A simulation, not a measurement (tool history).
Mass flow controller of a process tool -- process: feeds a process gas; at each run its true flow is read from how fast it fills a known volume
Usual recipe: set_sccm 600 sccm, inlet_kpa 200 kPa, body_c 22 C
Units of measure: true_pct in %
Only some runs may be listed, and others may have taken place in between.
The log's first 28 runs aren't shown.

run     hour  set_sccm  inlet_kpa  body_c  true_pct
 29   8216.6       216        166      28     97.94
 30   8513.5       216        166      28     97.86
 31   8683.4       132        166      21     98.46
 32   8885.6       132        166      21     98.47
 33   9258.8       132        166      21     98.75
 34   9538.8       132        166      21     98.95
 35   9790.5       600        191      22     97.84
 36  10041.7       115        178      38    100.28
 37  10257.3       695        145      23     98.53
 38  10636.7       336        145      38     98.61
 39  10883.3       128        151      35    100.53

For run 40, what comes out?
 40  11162.3       128        151      35         ?

Run 40 produced true_pct 100.63 %.
Take away the tool's hidden state, keep the run-to-run variation as it was, and the same run would have given true_pct 97.66 %.
